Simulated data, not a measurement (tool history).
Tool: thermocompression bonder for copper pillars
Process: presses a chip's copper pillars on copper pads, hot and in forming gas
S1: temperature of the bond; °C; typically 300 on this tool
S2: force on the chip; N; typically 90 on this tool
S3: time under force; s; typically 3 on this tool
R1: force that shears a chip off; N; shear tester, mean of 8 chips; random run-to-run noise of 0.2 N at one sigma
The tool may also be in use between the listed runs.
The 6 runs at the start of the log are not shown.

run 7 hour=81.4 | S1=300 S2=90 S3=3 | R1=46.1
run 8 hour=95.0 | S1=300 S2=90 S3=9 | R1=67.1
run 9 hour=108.4 | S1=300 S2=90 S3=9 | R1=67.7
run 10 hour=126.7 | S1=325 S2=90 S3=3 | R1=62.2
run 11 hour=144.2 | S1=325 S2=90 S3=3 | R1=61.9
run 12 hour=156.4 | S1=300 S2=90 S3=3 | R1=45.5
run 13 hour=170.3 | S1=300 S2=90 S3=3 | R1=45.6
run 14 hour=184.8 | S1=300 S2=90 S3=3 | R1=45.3
run 15 hour=194.5 | S1=300 S2=90 S3=3 | R1=45.2
run 16 hour=206.4 | S1=300 S2=90 S3=3 | R1=45.1
run 17 hour=224.2 | S1=303 S2=90 S3=3 | R1=47.0
run 18 hour=233.1 | S1=303 S2=90 S3=4 | R1=52.1
-- hour=240.6 gauge calibrated
run 19 hour=247.4 | S1=303 S2=90 S3=4 | R1=53.6
run 20 hour=258.2 | S1=303 S2=79 S3=4 | R1=46.6
run 21 hour=269.5 | S1=303 S2=87 S3=4 | R1=51.7
run 22 hour=277.1 | S1=303 S2=100 S3=3 | R1=53.6
run 23 hour=292.4 | S1=303 S2=106 S3=4 | R1=62.4
run 24 hour=309.2 | S1=303 S2=106 S3=4 | R1=62.3

Run 25 comes next. What will it give?
run 25 hour=324.8 | S1=303 S2=106 S3=4 | R1=?

{"run 25": {"R1": 62.6}}
Minus the tool's unlogged condition, the same run would have read R1 63.1 N.
